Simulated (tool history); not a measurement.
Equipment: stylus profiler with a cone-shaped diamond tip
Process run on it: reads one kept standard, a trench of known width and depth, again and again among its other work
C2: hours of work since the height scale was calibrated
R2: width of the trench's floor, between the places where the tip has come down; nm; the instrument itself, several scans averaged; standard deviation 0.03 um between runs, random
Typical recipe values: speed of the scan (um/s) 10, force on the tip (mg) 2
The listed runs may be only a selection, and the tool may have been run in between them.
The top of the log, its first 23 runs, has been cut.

Run 24, hour 774.3: usual settings but speed of the scan (um/s) 2, force on the tip (mg) 5.5; scans with this tip 5336; C2 1117. Result: depth of the trench (nm) 205.38, R2 27960 nm.
Run 25, hour 798.8: usual settings but speed of the scan (um/s) 8, force on the tip (mg) 5.5; scans with this tip 5403; C2 1131. Result: depth of the trench (nm) 205.63, R2 27980 nm.
Run 26, hour 828.1: usual settings but speed of the scan (um/s) 4, force on the tip (mg) 0.95; scans with this tip 5483; C2 1148. Result: depth of the trench (nm) 202.38, R2 27970 nm.
Run 27, hour 862.2: usual settings but speed of the scan (um/s) 14, force on the tip (mg) 2.25; scans with this tip 5576; C2 1167. Result: depth of the trench (nm) 203.47, R2 27930 nm.
Run 28, hour 883.2: usual settings but speed of the scan (um/s) 14, force on the tip (mg) 2.25; scans with this tip 5634; C2 1179. Result: depth of the trench (nm) 203.5, R2 27920 nm.
Run 29, hour 931.3: usual settings but force on the tip (mg) 4.06; scans with this tip 5765; C2 1207. Result: depth of the trench (nm) 204.8, R2 27930 nm.
Run 30, hour 964.2: usual settings but force on the tip (mg) 4.06; scans with this tip 5855; C2 1226. Result: depth of the trench (nm) 204.62, R2 27960 nm.
Run 31, hour 1000.6: usual settings but speed of the scan (um/s) 21, force on the tip (mg) 4.06; scans with this tip 5954; C2 1246. Result: depth of the trench (nm) 204.91, R2 27920 nm.
Run 32, hour 1026.7: usual settings but speed of the scan (um/s) 21, force on the tip (mg) 4.06; scans with this tip 6025; C2 1261. Result: depth of the trench (nm) 204.76, R2 27950 nm.
Run 33, hour 1060.3: usual settings but speed of the scan (um/s) 17, force on the tip (mg) 0.73; scans with this tip 6117; C2 1281. Result: depth of the trench (nm) 202.46, R2 27850 nm.
Run 34, hour 1086.1: usual settings but speed of the scan (um/s) 17, force on the tip (mg) 4; scans with this tip 6188; C2 1295. Result: depth of the trench (nm) 204.57, R2 27970 nm.
Run 35, hour 1106.2: usual settings but speed of the scan (um/s) 17, force on the tip (mg) 0.99; scans with this tip 6242; C2 1307. Result: depth of the trench (nm) 202.82, R2 27860 nm.
Run 36, hour 1127.5: usual settings but speed of the scan (um/s) 4, force on the tip (mg) 1.14; scans with this tip 6300; C2 1319. Result: depth of the trench (nm) 202.87, R2 27960 nm.

What if the next run were any one of these 5? Each begins from the tool's condition after run 36:
Run A, hour 1162.5: usual settings but speed of the scan (um/s) 7, force on the tip (mg) 4.88; scans with this tip 6396; C2 1339. Result: depth of the trench (nm) ?, R2 ?.
Run B, hour 1162.5: usual settings but speed of the scan (um/s) 19, force on the tip (mg) 1.93; scans with this tip 6396; C2 1339. Result: depth of the trench (nm) ?, R2 ?.
Run C, hour 1162.5: usual settings but speed of the scan (um/s) 20, force on the tip (mg) 2.05; scans with this tip 6396; C2 1339. Result: depth of the trench (nm) ?, R2 ?.
Run D, hour 1162.5: usual settings but speed of the scan (um/s) 4, force on the tip (mg) 2.42; scans with this tip 6396; C2 1339. Result: depth of the trench (nm) ?, R2 ?.
Run E, hour 1162.5: usual settings but speed of the scan (um/s) 31; scans with this tip 6396; C2 1339. Result: depth of the trench (nm) ?, R2 ?.

run  depth of the trench (nm)     R2
  A                     205.3  27920
  B                    203.59  27920
  C                    203.63  27870
  D                    204.01  27940
  E                    203.54  27850
Take away the tool's hidden state, keep each run's random variation, and the runs would have read:
run  depth of the trench (nm)     R2
  A                    203.91  28000
  B                    202.21  27990
  C                    202.25  27950
  D                    202.64  28020
  E                    202.17  27930

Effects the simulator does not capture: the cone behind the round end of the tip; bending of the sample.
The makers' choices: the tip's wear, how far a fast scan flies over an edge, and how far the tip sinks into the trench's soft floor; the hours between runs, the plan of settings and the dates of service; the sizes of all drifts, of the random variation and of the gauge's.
